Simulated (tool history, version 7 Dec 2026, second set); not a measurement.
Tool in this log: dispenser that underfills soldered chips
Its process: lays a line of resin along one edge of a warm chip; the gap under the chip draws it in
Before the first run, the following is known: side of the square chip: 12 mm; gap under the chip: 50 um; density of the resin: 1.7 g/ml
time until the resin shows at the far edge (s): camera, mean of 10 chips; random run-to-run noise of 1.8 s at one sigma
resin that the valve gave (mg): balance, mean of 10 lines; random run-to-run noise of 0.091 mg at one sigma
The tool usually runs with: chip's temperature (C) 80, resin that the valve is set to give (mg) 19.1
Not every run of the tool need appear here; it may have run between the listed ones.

run,hour,chip's temperature (C),resin that the valve is set to give (mg),time until the resin shows at the far edge (s),resin that the valve gave (mg)
1,0,80,19.1,250.1,18.69
# hour 2.6: new syringe of resin
2,7.1,80,23,206.9,22.52
# hour 15.5: new syringe of resin
3,20.1,80,23,211.3,22.6
# hour 28.6: new syringe of resin
4,32.5,80,23,209,22.47
# hour 41: new syringe of resin
5,41.1,80,23,179.9,22.37
6,51.5,80,23,254.3,22.32
# hour 54: new syringe of resin
# hour 66.5: new syringe of resin
7,66.5,80,23,180.6,22.23
8,74.7,80,23,230.8,22.2
# hour 79.8: new syringe of resin
9,81,80,23,193.8,22.21
10,87.1,80,23,226.1,22.16
# hour 92.5: new syringe of resin
# hour 93.5: dispensing valve cleaned and set on the balance
11,100.3,80,23,221.4,22.87
# hour 106.3: new syringe of resin
12,107,80,19.1,191.6,18.96
# hour 118.7: new syringe of resin
13,120.3,67,19.1,312.5,18.94
14,128.9,67,19.1,399.2,18.94
# hour 131.5: new syringe of resin
15,139.5,67,19.1,371.7,18.65
# hour 144.4: new syringe of resin
16,149.2,67,19.1,331.9,18.68
# hour 157: new syringe of resin
17,157.4,80,21.1,187.5,20.64
18,166.8,79,16.9,261.1,16.44
# hour 169.8: new syringe of resin
19,181.7,79,16.9,277.5,16.34
# hour 182.7: new syringe of resin
20,188.6,77,23.5,247.4,22.93
# hour 195: new syringe of resin
21,197.4,71,22.5,273.8,21.78
# hour 207.4: new syringe of resin
22,212.6,68,22.2,332.3,21.56
# hour 220.5: new syringe of resin
23,223.8,81,19.1,205.1,18.21
# hour 233.6: new syringe of resin
24,235.8,82,21.4,187.6,20.58
# hour 246: new syringe of resin
25,247.7,82,21.4,186.4,20.38
# hour 259: new syringe of resin
26,259.1,82,21.4,174.1,20.44
# hour 264.4: dispensing valve cleaned and set on the balance
27,271.3,82,21.4,238.4,21.28
# hour 272.7: new syringe of resin
# hour 285.1: new syringe of resin
28,285.5,81,18.3,191.3,18.28
29,292.1,81,18.3,230.3,18.03
# hour 297.5: new syringe of resin
30,304.3,94,16.6,155.9,16.43
# hour 310.1: new syringe of resin
31,310.7,88,16.7,154.9,16.41
32,318.2,88,16.7,188.9,16.31
# hour 323.2: new syringe of resin
33,325.4,70,23.8,280.8,23.42
# hour 336.1: new syringe of resin
34,336.8,74,17.4,240.3,16.96

What if the next run were any one of these 3? Each begins from the tool's condition after run 34:
A,345.5,68,17.8,?,?
B,345.5,78,22.1,?,?
C,345.5,78,18.4,?,?

run,time until the resin shows at the far edge (s),resin that the valve gave (mg)
A,372.8,17.2
B,262.2,21.56
C,265.7,17.82
Take away the tool's hidden state, keep each run's random variation, and the runs would have read:
run,time until the resin shows at the far edge (s),resin that the valve gave (mg)
A,267.3,17.63
B,189.4,22.09
C,191.4,18.26

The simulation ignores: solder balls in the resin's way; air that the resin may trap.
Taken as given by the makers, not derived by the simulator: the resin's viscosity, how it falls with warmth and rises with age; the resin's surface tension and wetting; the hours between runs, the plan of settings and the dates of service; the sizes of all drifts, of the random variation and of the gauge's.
